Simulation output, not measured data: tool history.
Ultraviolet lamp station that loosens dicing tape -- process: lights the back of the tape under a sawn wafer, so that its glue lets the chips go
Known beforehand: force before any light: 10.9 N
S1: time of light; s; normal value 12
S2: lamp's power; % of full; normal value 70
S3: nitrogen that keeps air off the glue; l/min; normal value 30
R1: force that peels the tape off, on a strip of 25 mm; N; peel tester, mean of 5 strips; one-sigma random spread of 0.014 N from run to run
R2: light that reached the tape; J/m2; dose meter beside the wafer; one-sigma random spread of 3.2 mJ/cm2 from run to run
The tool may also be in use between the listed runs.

run 1 hour=0.0 | S1=12 S2=70 S3=30 | R1=0.856 R2=4590
run 2 hour=24.3 | S1=12 S2=70 S3=30 | R1=0.885 R2=4620
run 3 hour=78.8 | S1=12 S2=70 S3=30 | R1=0.892 R2=4560
run 4 hour=126.7 | S1=12 S2=70 S3=30 | R1=0.866 R2=4550
run 5 hour=170.4 | S1=12 S2=70 S3=30 | R1=0.887 R2=4460
run 6 hour=212.5 | S1=12 S2=70 S3=30 | R1=0.866 R2=4490
run 7 hour=256.8 | S1=12 S2=70 S3=30 | R1=0.897 R2=4450
run 8 hour=306.0 | S1=12 S2=70 S3=30 | R1=0.927 R2=4410
run 9 hour=333.4 | S1=24 S2=94 S3=30 | R1=0.083 R2=11860
run 10 hour=358.2 | S1=12 S2=99 S3=35 | R1=0.319 R2=6160
run 11 hour=403.9 | S1=12 S2=97 S3=30 | R1=0.404 R2=6090
run 12 hour=444.8 | S1=12 S2=97 S3=30 | R1=0.423 R2=6040
run 13 hour=484.2 | S1=24 S2=66 S3=25 | R1=0.214 R2=8190
run 14 hour=516.6 | S1=24 S2=66 S3=25 | R1=0.207 R2=8040
run 15 hour=544.6 | S1=11 S2=71 S3=37 | R1=0.892 R2=4100

Missing from the log above: 1 entry noted between runs. For each, name the pair of listed runs it sits between and say how the tool's hidden condition differs from the listed run just before to the listed run just after:
In the gap between runs 14 and 15: window cleaned of glue's vapour (hour 531.2)
  lamp's light, % of a new lamp's: 88.4 -> 88.2; light that the window lets through, % of a clean one's: 95.8 -> 98.7
  the result without the hidden state subtracted from the measured one, R1: +0.075 -> +0.260 N; R2: -1460 -> -610 J/m2
